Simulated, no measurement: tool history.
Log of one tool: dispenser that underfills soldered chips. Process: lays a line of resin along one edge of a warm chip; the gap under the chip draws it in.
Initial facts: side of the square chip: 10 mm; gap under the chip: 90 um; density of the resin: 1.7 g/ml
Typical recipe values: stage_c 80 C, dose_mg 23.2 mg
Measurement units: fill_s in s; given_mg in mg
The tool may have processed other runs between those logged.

run 1 day=0 | stage_c=80 dose_mg=23.2 | fill_s=66.2 given_mg=22.2
-- day=0.054 new syringe of resin
run 2 day=0.296 | stage_c=80 dose_mg=23.2 | fill_s=68.6 given_mg=22.09
-- day=0.338 new syringe of resin
run 3 day=0.525 | stage_c=80 dose_mg=28.5 | fill_s=63 given_mg=27.09
-- day=0.617 new syringe of resin
-- day=0.658 dispensing valve cleaned and set on the balance
run 4 day=0.892 | stage_c=80 dose_mg=28.5 | fill_s=64.8 given_mg=28.4
-- day=0.95 new syringe of resin
-- day=1.25 new syringe of resin
run 5 day=1.258 | stage_c=80 dose_mg=28.5 | fill_s=52.4 given_mg=28.29
run 6 day=1.417 | stage_c=80 dose_mg=28.5 | fill_s=61.9 given_mg=28.09
-- day=1.529 new syringe of resin
run 7 day=1.708 | stage_c=80 dose_mg=24.2 | fill_s=63.1 given_mg=23.86
-- day=1.817 new syringe of resin
run 8 day=1.883 | stage_c=80 dose_mg=24.2 | fill_s=58.3 given_mg=23.75
-- day=2.1 new syringe of resin
run 9 day=2.246 | stage_c=80 dose_mg=24.2 | fill_s=62.1 given_mg=23.66
-- day=2.396 new syringe of resin
run 10 day=2.533 | stage_c=80 dose_mg=24.2 | fill_s=60.5 given_mg=23.53
-- day=2.692 new syringe of resin
run 11 day=2.725 | stage_c=80 dose_mg=24.2 | fill_s=56.8 given_mg=23.54
-- day=2.975 new syringe of resin
run 12 day=3.046 | stage_c=80 dose_mg=24.2 | fill_s=56.9 given_mg=23.42
-- day=3.258 new syringe of resin
run 13 day=3.367 | stage_c=66 dose_mg=22.6 | fill_s=91.3 given_mg=21.8
-- day=3.546 new syringe of resin
run 14 day=3.75 | stage_c=66 dose_mg=22.6 | fill_s=97.1 given_mg=21.71
-- day=3.846 new syringe of resin
run 15 day=3.967 | stage_c=66 dose_mg=22.6 | fill_s=90.5 given_mg=21.6
-- day=4.138 new syringe of resin
run 16 day=4.188 | stage_c=80 dose_mg=23.6 | fill_s=57.1 given_mg=22.46
run 17 day=4.4 | stage_c=80 dose_mg=23.6 | fill_s=68 given_mg=22.45
-- day=4.442 new syringe of resin
-- day=4.483 dispensing valve cleaned and set on the balance
run 18 day=4.696 | stage_c=80 dose_mg=21.2 | fill_s=67.5 given_mg=21.14
-- day=4.771 new syringe of resin
run 19 day=4.871 | stage_c=80 dose_mg=21.2 | fill_s=60.8 given_mg=21.09
-- day=5.075 new syringe of resin
run 20 day=5.092 | stage_c=77 dose_mg=30 | fill_s=58.6 given_mg=29.83

Estimate the outcome of run 21 from the log above:
-- day=5.362 new syringe of resin
run 21 day=5.417 | stage_c=90 dose_mg=23.6 | fill_s=? given_mg=?

fill_s: 43.6 s
given_mg: 23.42 mg
Take away the tool's hidden state, keep the run-to-run variation as it was, and the same run would have given fill_s 43.3 s, given_mg 23.63 mg.
